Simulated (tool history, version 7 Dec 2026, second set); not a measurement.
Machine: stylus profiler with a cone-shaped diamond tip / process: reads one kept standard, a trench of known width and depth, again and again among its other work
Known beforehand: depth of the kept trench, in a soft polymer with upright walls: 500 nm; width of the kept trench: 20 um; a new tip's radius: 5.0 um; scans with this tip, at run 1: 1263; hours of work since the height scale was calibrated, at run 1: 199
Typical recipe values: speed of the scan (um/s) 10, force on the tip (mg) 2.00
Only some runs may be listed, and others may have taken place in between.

run	hour	speed of the scan (um/s)	force on the tip (mg)	scans with this tip	hours of work since the height scale was calibrated	depth of the trench (Å)	width of the trench's floor (µm)
1	0.0	10	2.00	1263	199	5062.7	15.55
2	9.2	10	2.00	1308	206	5060.7	15.62
3	16.5	2	2.00	1344	211	5060.6	15.71
4	28.7	2	2.00	1403	221	5061.7	15.59
5	35.8	10	1.32	1437	226	5045.5	15.57
6	50.5	10	2.00	1509	237	5061.3	15.54
7	62.5	10	2.00	1567	246	5062.8	15.57
8	68.8	10	2.00	1598	251	5061.3	15.58
9	76.4	10	2.00	1635	257	5060.6	15.62
10	85.1	10	2.00	1677	264	5061.0	15.56
11	98.2	26	2.00	1741	274	5061.2	15.55
12	109.3	7	2.00	1795	282	5061.2	15.57
13	116.4	7	2.00	1830	288	5059.6	15.61
14	124.4	10	3.77	1869	294	5094.0	15.56
15	138.6	10	3.77	1938	305	5091.7	15.60
16	150.2	10	3.77	1994	314	5095.0	15.58
17	160.1	10	3.77	2042	321	5094.7	15.62
18	169.0	10	3.77	2086	328	5094.7	15.58
19	175.4	10	3.77	2117	333	5094.9	15.56
20	183.6	2	3.77	2157	339	5093.9	15.66
21	189.9	2	3.77	2187	344	5092.9	15.64
22	199.8	10	2.00	2236	352	5061.8	15.61
23	210.5	10	2.00	2288	360	5061.2	15.61
24	223.5	10	1.85	2351	370	5057.9	15.56
25	238.5	10	1.56	2424	381	5050.7	15.60

Expected results for the next run?
26	248.4	18	2.05	2472	389	?	?

depth of the trench (Å): 5062.1
width of the trench's floor (µm): 15.50
The same run, on a tool lacking any hidden state, would have yielded depth of the trench (Å) 5062.1, width of the trench's floor (µm) 15.50.

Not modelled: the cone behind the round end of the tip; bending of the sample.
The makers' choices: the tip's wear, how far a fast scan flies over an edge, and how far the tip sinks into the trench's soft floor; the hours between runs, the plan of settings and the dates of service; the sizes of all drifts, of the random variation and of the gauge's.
